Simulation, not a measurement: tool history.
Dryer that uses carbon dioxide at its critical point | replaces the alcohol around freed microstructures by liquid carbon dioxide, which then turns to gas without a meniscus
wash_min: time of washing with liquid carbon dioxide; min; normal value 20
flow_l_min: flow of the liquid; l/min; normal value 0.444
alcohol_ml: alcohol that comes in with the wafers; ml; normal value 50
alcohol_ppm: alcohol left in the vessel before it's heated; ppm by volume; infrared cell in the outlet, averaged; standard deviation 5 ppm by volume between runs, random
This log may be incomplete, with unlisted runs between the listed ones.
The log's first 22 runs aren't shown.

run 23 day=5.917 | wash_min=23 flow_l_min=0.426 alcohol_ml=40 | alcohol_ppm=34
run 24 day=6.142 | wash_min=23 flow_l_min=0.426 alcohol_ml=22 | alcohol_ppm=35
run 25 day=6.375 | wash_min=16 flow_l_min=0.468 alcohol_ml=35 | alcohol_ppm=79
run 26 day=6.65 | wash_min=16 flow_l_min=0.468 alcohol_ml=35 | alcohol_ppm=91
run 27 day=6.879 | wash_min=14 flow_l_min=0.713 alcohol_ml=26 | alcohol_ppm=39
run 28 day=7.108 | wash_min=19 flow_l_min=0.444 alcohol_ml=37 | alcohol_ppm=51
run 29 day=7.462 | wash_min=23 flow_l_min=0.459 alcohol_ml=20 | alcohol_ppm=32
run 30 day=7.725 | wash_min=23 flow_l_min=0.459 alcohol_ml=20 | alcohol_ppm=26
run 31 day=7.892 | wash_min=23 flow_l_min=0.632 alcohol_ml=49 | alcohol_ppm=28
run 32 day=8.162 | wash_min=29 flow_l_min=0.411 alcohol_ml=26 | alcohol_ppm=43
run 33 day=8.358 | wash_min=22 flow_l_min=0.633 alcohol_ml=26 | alcohol_ppm=36
run 34 day=8.617 | wash_min=13 flow_l_min=0.744 alcohol_ml=40 | alcohol_ppm=42

5 options for the next run, each taken on its own from the tool as it stands now. Forecast them:
run A day=8.838 | wash_min=13 flow_l_min=0.744 alcohol_ml=39 | alcohol_ppm=?
run B day=8.838 | wash_min=12 flow_l_min=0.376 alcohol_ml=40 | alcohol_ppm=?
run C day=8.838 | wash_min=15 flow_l_min=0.574 alcohol_ml=97 | alcohol_ppm=?
run D day=8.838 | wash_min=19 flow_l_min=0.444 alcohol_ml=50 | alcohol_ppm=?
run E day=8.838 | wash_min=13 flow_l_min=0.744 alcohol_ml=91 | alcohol_ppm=?

run=A alcohol_ppm=41
run=B alcohol_ppm=830
run=C alcohol_ppm=94
run=D alcohol_ppm=79
run=E alcohol_ppm=51
The same runs, with their run-to-run variation unchanged, on a tool lacking any hidden condition would have given:
run=A alcohol_ppm=12
run=B alcohol_ppm=708
run=C alcohol_ppm=53
run=D alcohol_ppm=45
run=E alcohol_ppm=19

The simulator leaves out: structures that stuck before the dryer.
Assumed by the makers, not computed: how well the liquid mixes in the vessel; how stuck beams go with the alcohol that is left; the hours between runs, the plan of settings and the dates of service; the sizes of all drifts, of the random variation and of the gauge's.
